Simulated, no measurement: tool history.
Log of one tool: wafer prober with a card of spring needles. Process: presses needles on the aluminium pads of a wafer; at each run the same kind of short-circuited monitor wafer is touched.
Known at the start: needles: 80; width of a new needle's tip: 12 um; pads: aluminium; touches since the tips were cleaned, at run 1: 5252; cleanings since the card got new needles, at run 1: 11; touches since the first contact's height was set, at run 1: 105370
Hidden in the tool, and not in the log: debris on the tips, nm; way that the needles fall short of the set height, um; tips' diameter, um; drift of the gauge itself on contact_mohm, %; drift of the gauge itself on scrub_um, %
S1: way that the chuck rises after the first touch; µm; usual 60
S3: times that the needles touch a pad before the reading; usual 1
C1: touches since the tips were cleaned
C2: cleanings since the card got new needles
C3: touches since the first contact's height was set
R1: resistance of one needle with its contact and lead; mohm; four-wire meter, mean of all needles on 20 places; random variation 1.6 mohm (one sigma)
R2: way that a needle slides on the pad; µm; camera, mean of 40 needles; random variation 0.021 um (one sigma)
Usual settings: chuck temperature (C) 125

{"run": 1, "hour": 0.0, "S1": 60, "chuck temperature (C)": 125, "S3": 1, "C1": 5252, "C2": 11, "C3": 105370, "R1": 157, "R2": 14.59}
{"hour": 8.6, "done": "tips cleaned on abrasive film"}
{"hour": 8.9, "done": "height of the first contact set anew"}
{"hour": 29.9, "done": "tips cleaned on abrasive film"}
{"hour": 50.0, "done": "tips cleaned on abrasive film"}
{"run": 2, "hour": 59.9, "S1": 66, "chuck temperature (C)": 125, "S3": 1, "C1": 4823, "C2": 14, "C3": 24890, "R1": 154, "R2": 16.12}
{"hour": 67.9, "done": "tips cleaned on abrasive film"}
{"hour": 88.8, "done": "tips cleaned on abrasive film"}
{"hour": 109.6, "done": "tips cleaned on abrasive film"}
{"hour": 127.3, "done": "tips cleaned on abrasive film"}
{"run": 3, "hour": 127.3, "S1": 66, "chuck temperature (C)": 125, "S3": 1, "C1": 0, "C2": 18, "C3": 57724, "R1": 155, "R2": 16.11}
{"hour": 147.0, "done": "tips cleaned on abrasive film"}
{"hour": 166.6, "done": "tips cleaned on abrasive film"}
{"run": 4, "hour": 169.2, "S1": 66, "chuck temperature (C)": 125, "S3": 1, "C1": 1249, "C2": 20, "C3": 78166, "R1": 159, "R2": 16.09}
{"hour": 184.1, "done": "tips cleaned on abrasive film"}
{"hour": 203.4, "done": "tips cleaned on abrasive film"}
{"run": 5, "hour": 209.1, "S1": 60, "chuck temperature (C)": 125, "S3": 1, "C1": 2790, "C2": 22, "C3": 97608, "R1": 156, "R2": 14.62}
{"hour": 222.0, "done": "tips cleaned on abrasive film"}
{"hour": 234.4, "done": "height of the first contact set anew"}
{"hour": 243.1, "done": "tips cleaned on abrasive film"}
{"hour": 262.5, "done": "tips cleaned on abrasive film"}
{"run": 6, "hour": 268.2, "S1": 60, "chuck temperature (C)": 125, "S3": 2, "C1": 2793, "C2": 25, "C3": 16459, "R1": 158, "R2": 14.61}
{"hour": 281.1, "done": "tips cleaned on abrasive film"}
{"hour": 301.8, "done": "tips cleaned on abrasive film"}
{"hour": 322.0, "done": "tips cleaned on abrasive film"}
{"run": 7, "hour": 329.3, "S1": 60, "chuck temperature (C)": 125, "S3": 2, "C1": 3545, "C2": 28, "C3": 46214, "R1": 159, "R2": 14.59}
{"hour": 341.5, "done": "tips cleaned on abrasive film"}
{"hour": 362.4, "done": "tips cleaned on abrasive film"}
{"run": 8, "hour": 368.1, "S1": 60, "chuck temperature (C)": 72, "S3": 1, "C1": 2798, "C2": 30, "C3": 65137, "R1": 148, "R2": 14.61}
{"hour": 381.0, "done": "tips cleaned on abrasive film"}
{"hour": 402.2, "done": "tips cleaned on abrasive film"}
{"run": 9, "hour": 419.0, "S1": 60, "chuck temperature (C)": 72, "S3": 1, "C1": 8247, "C2": 32, "C3": 89983, "R1": 150, "R2": 14.61}
{"hour": 423.4, "done": "tips cleaned on abrasive film"}
{"hour": 443.6, "done": "tips cleaned on abrasive film"}
{"hour": 459.5, "done": "height of the first contact set anew"}
{"hour": 463.3, "done": "tips cleaned on abrasive film"}
{"run": 10, "hour": 469.1, "S1": 41, "chuck temperature (C)": 97, "S3": 1, "C1": 2873, "C2": 35, "C3": 4658, "R1": 162, "R2": 9.98}
{"hour": 480.8, "done": "tips cleaned on abrasive film"}
{"hour": 500.3, "done": "tips cleaned on abrasive film"}
{"hour": 521.7, "done": "tips cleaned on abrasive film"}
{"run": 11, "hour": 523.7, "S1": 60, "chuck temperature (C)": 125, "S3": 1, "C1": 976, "C2": 38, "C3": 31249, "R1": 158, "R2": 14.58}
{"hour": 539.1, "done": "tips cleaned on abrasive film"}
{"hour": 559.1, "done": "tips cleaned on abrasive film"}
{"hour": 577.5, "done": "tips cleaned on abrasive film"}
{"run": 12, "hour": 577.5, "S1": 60, "chuck temperature (C)": 125, "S3": 1, "C1": 0, "C2": 41, "C3": 57454, "R1": 156, "R2": 14.58}
{"hour": 598.3, "done": "tips cleaned on abrasive film"}
{"run": 13, "hour": 614.4, "S1": 60, "chuck temperature (C)": 125, "S3": 1, "C1": 7881, "C2": 42, "C3": 75488, "R1": 158, "R2": 14.6}
{"hour": 618.8, "done": "tips cleaned on abrasive film"}
{"hour": 639.4, "done": "tips cleaned on abrasive film"}
{"hour": 660.5, "done": "tips cleaned on abrasive film"}
{"run": 14, "hour": 667.7, "S1": 60, "chuck temperature (C)": 125, "S3": 1, "C1": 3557, "C2": 45, "C3": 101479, "R1": 158, "R2": 14.54}
{"hour": 680.7, "done": "tips cleaned on abrasive film"}
{"hour": 685.3, "done": "height of the first contact set anew"}
{"hour": 701.8, "done": "tips cleaned on abrasive film"}
{"run": 15, "hour": 714.1, "S1": 49, "chuck temperature (C)": 35, "S3": 2, "C1": 5990, "C2": 47, "C3": 14064, "R1": 147, "R2": 11.9}
{"hour": 722.7, "done": "tips cleaned on abrasive film"}
{"hour": 744.2, "done": "tips cleaned on abrasive film"}
{"hour": 765.3, "done": "tips cleaned on abrasive film"}
{"run": 16, "hour": 774.2, "S1": 49, "chuck temperature (C)": 35, "S3": 2, "C1": 4375, "C2": 50, "C3": 43374, "R1": 147, "R2": 11.89}
{"hour": 782.8, "done": "tips cleaned on abrasive film"}
{"hour": 800.9, "done": "tips cleaned on abrasive film"}
{"hour": 818.2, "done": "tips cleaned on abrasive film"}
{"hour": 835.4, "done": "tips cleaned on abrasive film"}
{"run": 17, "hour": 843.3, "S1": 49, "chuck temperature (C)": 35, "S3": 2, "C1": 3859, "C2": 54, "C3": 77020, "R1": 146, "R2": 11.85}

Forecast each of these 5 alternatives for the next run:
{"hour": 856.2, "done": "tips cleaned on abrasive film"}
{"hour": 877.2, "done": "tips cleaned on abrasive film"}
{"run": "A", "hour": 878.4, "S1": 62, "chuck temperature (C)": 125, "S3": 1, "C1": 566, "C2": 56, "C3": 94140, "R1": "?", "R2": "?"}
{"hour": 856.2, "done": "tips cleaned on abrasive film"}
{"hour": 877.2, "done": "tips cleaned on abrasive film"}
{"run": "B", "hour": 878.4, "S1": 58, "chuck temperature (C)": 72, "S3": 3, "C1": 566, "C2": 56, "C3": 94140, "R1": "?", "R2": "?"}
{"hour": 856.2, "done": "tips cleaned on abrasive film"}
{"hour": 877.2, "done": "tips cleaned on abrasive film"}
{"run": "C", "hour": 878.4, "S1": 51, "chuck temperature (C)": 104, "S3": 1, "C1": 566, "C2": 56, "C3": 94140, "R1": "?", "R2": "?"}
{"hour": 856.2, "done": "tips cleaned on abrasive film"}
{"hour": 877.2, "done": "tips cleaned on abrasive film"}
{"run": "D", "hour": 878.4, "S1": 57, "chuck temperature (C)": 35, "S3": 2, "C1": 566, "C2": 56, "C3": 94140, "R1": "?", "R2": "?"}
{"hour": 856.2, "done": "tips cleaned on abrasive film"}
{"hour": 877.2, "done": "tips cleaned on abrasive film"}
{"run": "E", "hour": 878.4, "S1": 42, "chuck temperature (C)": 86, "S3": 2, "C1": 566, "C2": 56, "C3": 94140, "R1": "?", "R2": "?"}

run=A R1=157 R2=15.03
run=B R1=149 R2=14.04
run=C R1=161 R2=12.35
run=D R1=139 R2=13.81
run=E R1=162 R2=10.19
Without the tool's hidden state the same runs would have given:
run=A R1=157 R2=15.13
run=B R1=149 R2=14.14
run=C R1=161 R2=12.44
run=D R1=139 R2=13.9
run=E R1=162 R2=10.26

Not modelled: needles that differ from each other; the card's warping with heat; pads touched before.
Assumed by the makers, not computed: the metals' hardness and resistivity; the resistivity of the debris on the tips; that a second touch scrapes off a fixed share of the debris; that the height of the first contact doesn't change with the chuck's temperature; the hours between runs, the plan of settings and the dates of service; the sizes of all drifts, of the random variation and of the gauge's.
